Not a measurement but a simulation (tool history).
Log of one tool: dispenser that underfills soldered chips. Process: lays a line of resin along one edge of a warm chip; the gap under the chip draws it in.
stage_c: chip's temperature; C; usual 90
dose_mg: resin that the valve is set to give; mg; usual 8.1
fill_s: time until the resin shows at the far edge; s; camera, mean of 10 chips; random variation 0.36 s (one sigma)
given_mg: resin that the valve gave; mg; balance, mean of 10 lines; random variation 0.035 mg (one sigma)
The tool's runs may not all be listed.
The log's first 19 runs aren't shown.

run   hour  stage_c  dose_mg  fill_s  given_mg
 20  174.3       98      8.1    27.7      7.87
     175.7  -- new syringe of resin
 21  184.1      103     7.87    19.3      7.59
       188  -- new syringe of resin
 22  189.9       81     6.96    34.6      6.75
     200.2  -- new syringe of resin
 23  200.7       76     8.39    37.9      8.08
 24  210.9       76     8.39    63.8       8.1
     212.6  -- new syringe of resin
 25  219.6       80    10.14    45.9      9.67
     225.2  -- new syringe of resin
       227  -- dispensing valve cleaned and set on the balance
 26  227.9       88     7.29    25.1       7.3
     238.3  -- new syringe of resin
 27  239.9       93     8.11    19.5      8.06
     250.5  -- new syringe of resin
 28  252.5       93     7.38    20.5      7.29
 29  258.5       96     7.21      26      7.14
     262.7  -- new syringe of resin
 30  269.4       96     7.21    23.6      7.18
     275.5  -- new syringe of resin
 31  280.1       94     7.21    22.9      7.13
     287.7  -- new syringe of resin
 32  288.9       94     7.95      19      7.81
 33  298.8       94     7.95    31.4      7.87
     300.2  -- new syringe of resin
 34  307.9       92     8.42    27.6      8.29

5 ways to go on from here, each from the tool as it stands after run 34. What would each give?
     313.3  -- new syringe of resin
  A  314.2       95    10.49       ?         ?
     313.3  -- new syringe of resin
  B  314.2       94      8.1       ?         ?
     313.3  -- new syringe of resin
  C  314.2       91     7.77       ?         ?
     313.3  -- new syringe of resin
  D  314.2       77     8.61       ?         ?
     313.3  -- new syringe of resin
  E  314.2       90     9.75       ?         ?

run  fill_s  given_mg
  A    17.6     10.28
  B    19.5      7.92
  C    20.6      7.64
  D    37.3      8.46
  E    21.5      9.55
Without the tool's hidden state the same runs would have given:
run  fill_s  given_mg
  A    16.7     10.47
  B    18.4      8.07
  C    19.4      7.78
  D    35.4      8.62
  E    20.4      9.73

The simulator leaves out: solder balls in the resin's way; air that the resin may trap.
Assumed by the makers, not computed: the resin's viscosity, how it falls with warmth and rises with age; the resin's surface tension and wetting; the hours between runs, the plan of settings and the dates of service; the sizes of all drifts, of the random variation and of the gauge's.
